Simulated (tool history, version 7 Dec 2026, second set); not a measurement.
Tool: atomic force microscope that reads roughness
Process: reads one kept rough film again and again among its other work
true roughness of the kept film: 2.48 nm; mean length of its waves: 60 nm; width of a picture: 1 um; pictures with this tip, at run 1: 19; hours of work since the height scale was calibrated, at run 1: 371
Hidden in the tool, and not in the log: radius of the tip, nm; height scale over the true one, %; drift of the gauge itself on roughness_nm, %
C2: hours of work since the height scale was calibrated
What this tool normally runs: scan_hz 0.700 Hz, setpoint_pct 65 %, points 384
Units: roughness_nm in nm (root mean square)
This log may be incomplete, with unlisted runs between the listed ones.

{"run": 1, "hour": 0.0, "scan_hz": 0.7, "setpoint_pct": 65, "points": 384, "pictures with this tip": 19, "C2": 371, "roughness_nm": 2.338}
{"run": 2, "hour": 9.6, "scan_hz": 0.7, "setpoint_pct": 65, "points": 384, "pictures with this tip": 37, "C2": 378, "roughness_nm": 2.328}
{"run": 3, "hour": 19.3, "scan_hz": 0.7, "setpoint_pct": 80, "points": 384, "pictures with this tip": 55, "C2": 384, "roughness_nm": 2.241}
{"hour": 35.6, "done": "new tip fitted"}
{"run": 4, "hour": 36.4, "scan_hz": 0.7, "setpoint_pct": 80, "points": 384, "pictures with this tip": 1, "C2": 396, "roughness_nm": 2.277}
{"run": 5, "hour": 44.4, "scan_hz": 0.7, "setpoint_pct": 65, "points": 384, "pictures with this tip": 17, "C2": 401, "roughness_nm": 2.328}
{"run": 6, "hour": 52.4, "scan_hz": 0.7, "setpoint_pct": 65, "points": 518, "pictures with this tip": 32, "C2": 406, "roughness_nm": 2.338}
{"run": 7, "hour": 62.4, "scan_hz": 3.804, "setpoint_pct": 65, "points": 384, "pictures with this tip": 51, "C2": 413, "roughness_nm": 2.093}
{"run": 8, "hour": 74.2, "scan_hz": 3.804, "setpoint_pct": 65, "points": 384, "pictures with this tip": 73, "C2": 421, "roughness_nm": 2.056}
{"hour": 80.6, "done": "new tip fitted"}
{"run": 9, "hour": 89.8, "scan_hz": 3.141, "setpoint_pct": 65, "points": 384, "pictures with this tip": 17, "C2": 431, "roughness_nm": 2.161}
{"run": 10, "hour": 96.6, "scan_hz": 3.141, "setpoint_pct": 65, "points": 384, "pictures with this tip": 30, "C2": 436, "roughness_nm": 2.139}
{"run": 11, "hour": 105.9, "scan_hz": 3.141, "setpoint_pct": 65, "points": 384, "pictures with this tip": 48, "C2": 442, "roughness_nm": 2.13}
{"run": 12, "hour": 119.9, "scan_hz": 1.991, "setpoint_pct": 65, "points": 384, "pictures with this tip": 74, "C2": 452, "roughness_nm": 2.203}
{"hour": 126.1, "done": "new tip fitted"}
{"run": 13, "hour": 131.5, "scan_hz": 1.991, "setpoint_pct": 65, "points": 384, "pictures with this tip": 10, "C2": 459, "roughness_nm": 2.22}
{"run": 14, "hour": 144.1, "scan_hz": 0.7, "setpoint_pct": 65, "points": 384, "pictures with this tip": 34, "C2": 468, "roughness_nm": 2.313}
{"run": 15, "hour": 160.5, "scan_hz": 0.7, "setpoint_pct": 65, "points": 384, "pictures with this tip": 65, "C2": 479, "roughness_nm": 2.292}
{"run": 16, "hour": 168.3, "scan_hz": 0.7, "setpoint_pct": 65, "points": 384, "pictures with this tip": 80, "C2": 484, "roughness_nm": 2.272}
{"hour": 171.6, "done": "new tip fitted"}
{"run": 17, "hour": 177.6, "scan_hz": 0.7, "setpoint_pct": 65, "points": 272, "pictures with this tip": 12, "C2": 490, "roughness_nm": 2.331}
{"run": 18, "hour": 188.8, "scan_hz": 0.802, "setpoint_pct": 65, "points": 272, "pictures with this tip": 33, "C2": 498, "roughness_nm": 2.306}
{"run": 19, "hour": 203.5, "scan_hz": 0.802, "setpoint_pct": 65, "points": 272, "pictures with this tip": 61, "C2": 508, "roughness_nm": 2.284}
{"run": 20, "hour": 210.7, "scan_hz": 0.802, "setpoint_pct": 65, "points": 272, "pictures with this tip": 74, "C2": 512, "roughness_nm": 2.261}
{"hour": 216.4, "done": "new tip fitted"}
{"run": 21, "hour": 221.0, "scan_hz": 0.7, "setpoint_pct": 65, "points": 384, "pictures with this tip": 9, "C2": 519, "roughness_nm": 2.339}
{"run": 22, "hour": 234.2, "scan_hz": 0.7, "setpoint_pct": 65, "points": 384, "pictures with this tip": 34, "C2": 528, "roughness_nm": 2.309}
{"run": 23, "hour": 248.9, "scan_hz": 0.7, "setpoint_pct": 65, "points": 384, "pictures with this tip": 62, "C2": 538, "roughness_nm": 2.283}
{"hour": 261.2, "done": "new tip fitted"}
{"run": 24, "hour": 264.3, "scan_hz": 0.7, "setpoint_pct": 65, "points": 384, "pictures with this tip": 6, "C2": 548, "roughness_nm": 2.349}
{"run": 25, "hour": 273.0, "scan_hz": 0.869, "setpoint_pct": 77, "points": 384, "pictures with this tip": 22, "C2": 554, "roughness_nm": 2.233}
{"run": 26, "hour": 286.7, "scan_hz": 0.869, "setpoint_pct": 77, "points": 384, "pictures with this tip": 48, "C2": 563, "roughness_nm": 2.219}
{"run": 27, "hour": 299.1, "scan_hz": 0.682, "setpoint_pct": 72, "points": 330, "pictures with this tip": 72, "C2": 572, "roughness_nm": 2.253}
{"hour": 306.3, "done": "new tip fitted"}
{"run": 28, "hour": 310.8, "scan_hz": 0.682, "setpoint_pct": 72, "points": 330, "pictures with this tip": 9, "C2": 579, "roughness_nm": 2.3}
{"run": 29, "hour": 320.4, "scan_hz": 0.682, "setpoint_pct": 83, "points": 533, "pictures with this tip": 27, "C2": 586, "roughness_nm": 2.246}
{"run": 30, "hour": 330.4, "scan_hz": 0.682, "setpoint_pct": 83, "points": 533, "pictures with this tip": 46, "C2": 592, "roughness_nm": 2.22}
{"run": 31, "hour": 338.9, "scan_hz": 0.682, "setpoint_pct": 83, "points": 533, "pictures with this tip": 62, "C2": 598, "roughness_nm": 2.201}
{"hour": 351.5, "done": "new tip fitted"}
{"run": 32, "hour": 352.4, "scan_hz": 2.742, "setpoint_pct": 84, "points": 680, "pictures with this tip": 1, "C2": 607, "roughness_nm": 1.903}
{"run": 33, "hour": 361.7, "scan_hz": 0.96, "setpoint_pct": 65, "points": 384, "pictures with this tip": 19, "C2": 613, "roughness_nm": 2.304}
{"run": 34, "hour": 374.8, "scan_hz": 0.697, "setpoint_pct": 88, "points": 384, "pictures with this tip": 44, "C2": 622, "roughness_nm": 2.191}
{"run": 35, "hour": 385.6, "scan_hz": 2.603, "setpoint_pct": 65, "points": 337, "pictures with this tip": 64, "C2": 629, "roughness_nm": 2.134}
{"hour": 397.4, "done": "new tip fitted"}
{"run": 36, "hour": 402.0, "scan_hz": 0.912, "setpoint_pct": 64, "points": 272, "pictures with this tip": 8, "C2": 640, "roughness_nm": 2.307}
{"run": 37, "hour": 410.9, "scan_hz": 0.7, "setpoint_pct": 60, "points": 544, "pictures with this tip": 25, "C2": 646, "roughness_nm": 2.349}
{"run": 38, "hour": 425.5, "scan_hz": 1.82, "setpoint_pct": 82, "points": 699, "pictures with this tip": 53, "C2": 656, "roughness_nm": 2.02}
{"run": 39, "hour": 436.3, "scan_hz": 0.764, "setpoint_pct": 56, "points": 384, "pictures with this tip": 73, "C2": 663, "roughness_nm": 2.301}
{"hour": 442.8, "done": "new tip fitted"}
{"run": 40, "hour": 447.5, "scan_hz": 1.746, "setpoint_pct": 59, "points": 384, "pictures with this tip": 8, "C2": 671, "roughness_nm": 2.298}
{"run": 41, "hour": 456.5, "scan_hz": 1.746, "setpoint_pct": 59, "points": 384, "pictures with this tip": 25, "C2": 677, "roughness_nm": 2.271}
{"run": 42, "hour": 463.5, "scan_hz": 1.222, "setpoint_pct": 88, "points": 532, "pictures with this tip": 39, "C2": 681, "roughness_nm": 2.056}
{"run": 43, "hour": 475.1, "scan_hz": 1.222, "setpoint_pct": 88, "points": 532, "pictures with this tip": 61, "C2": 689, "roughness_nm": 2.048}
{"hour": 488.9, "done": "new tip fitted"}
{"run": 44, "hour": 491.2, "scan_hz": 1.222, "setpoint_pct": 56, "points": 532, "pictures with this tip": 4, "C2": 700, "roughness_nm": 2.313}
{"run": 45, "hour": 504.8, "scan_hz": 1.978, "setpoint_pct": 60, "points": 532, "pictures with this tip": 30, "C2": 709, "roughness_nm": 2.262}

A few steps of roughness_nm between consecutive runs. Split each: what settings, incoming material and random variation would produce without the hidden state, and what is left over for the hidden state, along with gauge scatter present in only one of the two compared results (measured, and without hidden state):
Run 16 -> 17: points 384 -> 272, new tip fitted. roughness_nm +0.059 nm (root mean square): hidden state +0.063, all else -0.004.
Run 27 -> 28: new tip fitted. roughness_nm +0.047 nm (root mean square): hidden state +0.058, all else -0.011.
Run 31 -> 32: scan_hz 0.682 -> 2.742, setpoint_pct 83 -> 84, points 533 -> 680, new tip fitted. roughness_nm -0.298 nm (root mean square): hidden state +0.059, all else -0.357.
Run 32 -> 33: scan_hz 2.742 -> 0.960, setpoint_pct 84 -> 65, points 680 -> 384. roughness_nm +0.401 nm (root mean square): hidden state -0.022, all else +0.423.
Run 37 -> 38: scan_hz 0.700 -> 1.820, setpoint_pct 60 -> 82, points 544 -> 699. roughness_nm -0.329 nm (root mean square): hidden state -0.015, all else -0.314.
